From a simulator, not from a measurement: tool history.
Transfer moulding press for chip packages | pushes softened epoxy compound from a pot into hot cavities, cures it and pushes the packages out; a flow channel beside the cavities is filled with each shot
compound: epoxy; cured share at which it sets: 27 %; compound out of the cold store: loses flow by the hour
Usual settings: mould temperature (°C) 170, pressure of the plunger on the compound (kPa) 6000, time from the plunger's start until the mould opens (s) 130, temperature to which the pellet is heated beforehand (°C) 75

run,day,mould temperature (°C),pressure of the plunger on the compound (kPa),time from the plunger's start until the mould opens (s),temperature to which the pellet is heated beforehand (°C),incoming compound's hours out of the cold store,length that the compound runs in the flow channel (mm),greatest force on the pins that push the packages out (N)
1,0.000,170,6000,130,75,22.7,635,616
# day 1.662: cavities cleaned with cleaning compound and waxed
2,1.662,170,6000,130,75,41.7,586,430
3,3.058,170,6000,130,75,41.6,584,508
4,4.183,170,6000,130,75,22.9,632,588
5,5.125,170,6000,130,75,10.7,665,626
# day 5.562: cavities cleaned with cleaning compound and waxed
6,6.217,170,6000,130,75,38.9,590,480
7,7.854,170,6000,130,75,19.2,637,586
8,9.254,170,6000,167,75,33.9,599,531
# day 9.483: mould's thermocouples calibrated
# day 9.546: cavities cleaned with cleaning compound and waxed
9,10.475,170,6000,130,75,17.0,644,509
10,12.029,170,6000,130,75,44.1,577,578
# day 13.442: cavities cleaned with cleaning compound and waxed
11,13.442,172,6000,130,75,44.0,569,381
12,14.229,170,6000,130,75,35.5,596,493
13,15.017,170,6000,130,75,27.2,615,549
# day 15.604: mould's thermocouples calibrated, once more
14,16.079,170,6000,130,75,25.9,613,569
15,16.917,170,6000,130,75,25.0,614,598
# day 17.446: cavities cleaned with cleaning compound and waxed
16,18.262,170,6000,130,75,40.3,577,477
17,19.571,162,7060,121,81,35.1,667,982
18,20.492,172,5520,121,80,35.9,558,581
# day 21.321: cavities cleaned with cleaning compound and waxed
19,21.742,171,5470,113,68,34.7,560,504
# day 22.629: plunger's sealing rings changed
20,23.354,167,5880,149,73,19.6,645,532
21,25.142,170,6070,163,82,20.3,644,546
# day 25.308: cavities cleaned with cleaning compound and waxed
22,26.367,170,6070,163,82,8.5,675,453
23,28.088,170,6000,157,66,10.6,665,522
24,29.096,167,5330,136,75,21.6,606,644
# day 29.296: cavities cleaned with cleaning compound and waxed
25,30.750,167,5330,136,75,20.5,609,566
26,31.529,167,5330,136,75,42.6,557,577
# day 33.212: cavities cleaned with cleaning compound and waxed
27,33.212,170,6000,134,81,43.5,578,408

5 ways to go on from here, each from the tool as it stands after run 27. What would each give?
A,34.904,170,6000,157,76,29.2,?,?
B,34.904,170,6840,136,81,11.7,?,?
C,34.904,174,6000,112,81,46.9,?,?
D,34.904,163,6000,130,81,48.0,?,?
E,34.904,170,5400,151,81,32.1,?,?

run,length that the compound runs in the flow channel (mm),greatest force on the pins that push the packages out (N)
A,610,471
B,699,528
C,558,510
D,588,740
E,572,483
Without the tool's hidden state the same runs would have given:
run,length that the compound runs in the flow channel (mm),greatest force on the pins that push the packages out (N)
A,618,365
B,709,408
C,566,392
D,596,567
E,580,372

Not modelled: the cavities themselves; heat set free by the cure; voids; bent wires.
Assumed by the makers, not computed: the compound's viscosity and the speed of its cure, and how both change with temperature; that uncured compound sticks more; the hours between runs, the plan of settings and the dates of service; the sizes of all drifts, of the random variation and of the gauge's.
